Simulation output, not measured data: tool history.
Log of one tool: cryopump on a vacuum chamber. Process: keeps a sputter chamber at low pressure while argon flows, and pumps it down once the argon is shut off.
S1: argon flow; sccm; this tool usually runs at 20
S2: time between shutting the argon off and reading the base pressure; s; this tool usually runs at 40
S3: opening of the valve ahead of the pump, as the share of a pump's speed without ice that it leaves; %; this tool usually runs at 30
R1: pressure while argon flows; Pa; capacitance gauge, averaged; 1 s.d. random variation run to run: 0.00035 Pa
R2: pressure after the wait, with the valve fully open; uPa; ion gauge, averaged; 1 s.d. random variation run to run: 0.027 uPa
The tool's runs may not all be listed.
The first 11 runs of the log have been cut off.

run   hour  S1   S2  S3      R1    R2
 12  192.9  18   40  30  0.0611  1.57
 13  213.5  18   40  30  0.0609  1.56
 14  225.5  25   40  30  0.0855  1.58
 15  244.8  25  241  30  0.0846  0.70
 16  257.1  25  241  30  0.0846  0.70
 17  280.7  25  241  30  0.0855  0.72
 18  293.3  12  237  59  0.0209  0.70
 19  308.4  12  237  59  0.0210  0.72
 20  320.4  22  237  59  0.0386  0.74
 21  334.5   8   43  52  0.0159  1.50
 22  360.7  16  245  26  0.0626  0.74
 23  378.0  16  245  26  0.0623  0.70
 24  393.5  20   40  21  0.0967  1.67
 25  404.9  25  143  30  0.0848  0.84
 26  427.5  25  143  30  0.0850  0.82
 27  453.9  34   54  51  0.0689  1.28
 28  464.9  32   96  17  0.1900  0.98
 29  486.2  32   96  17  0.1909  0.98
 30  508.3  11   40  18  0.0624  1.57
 31  532.4  11   40  18  0.0622  1.59
 32  549.7  11   40  18  0.0625  1.62
 33  563.4  11   73  51  0.0222  1.11

Below are 3 alternative next runs, each starting from the tool's condition after run 33. Predict each:
  A  584.8  31  47  43   ?   ?
  B  584.8  10  73  51   ?   ?
  C  584.8  11  30  51   ?   ?

run      R1    R2
  A  0.0741  1.42
  B  0.0206  1.10
  C  0.0231  1.99
Take away the tool's hidden state, keep each run's random variation, and the runs would have read:
run      R1    R2
  A  0.0722  1.05
  B  0.0200  0.72
  C  0.0224  1.61
